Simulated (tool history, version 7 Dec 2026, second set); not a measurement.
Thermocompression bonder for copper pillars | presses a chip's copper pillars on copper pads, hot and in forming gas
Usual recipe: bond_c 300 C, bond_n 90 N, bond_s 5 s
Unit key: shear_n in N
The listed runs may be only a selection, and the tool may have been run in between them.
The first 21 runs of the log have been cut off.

run    hour  bond_c  bond_n  bond_s  shear_n
 22   715.6     327      82      14     55.5
 23   755.1     278      70       3     17.7
 24   785.0     278      70       3     17.7
      817.8  -- forming gas filter changed
 25   829.4     290     103       5     38.5
 26   854.7     290     103       5     38.0
 27   889.6     290     103       6     40.1
 28   916.4     290     103       6     40.9
 29   962.2     290     103       6     40.2
 30   996.7     325      84      14     56.3
 31  1037.0     300     125       9     58.5
     1046.7  -- forming gas filter changed
 32  1068.7     300      73       3     23.9
 33  1115.4     300      73       3     23.6
 34  1154.9     315     110       4     45.4
 35  1179.3     300      90       9     45.0
 36  1201.6     300      90       9     44.2
 37  1242.6     300      90       9     45.0
     1275.2  -- forming gas filter changed
 38  1280.6     300      90       9     45.8

For run 39, what comes out?
 39  1323.4     329      90      12        ?

shear_n: 59.2 N
Were there no unlogged condition in the tool, this run, its random variation unchanged, would have produced shear_n 59.3 N.
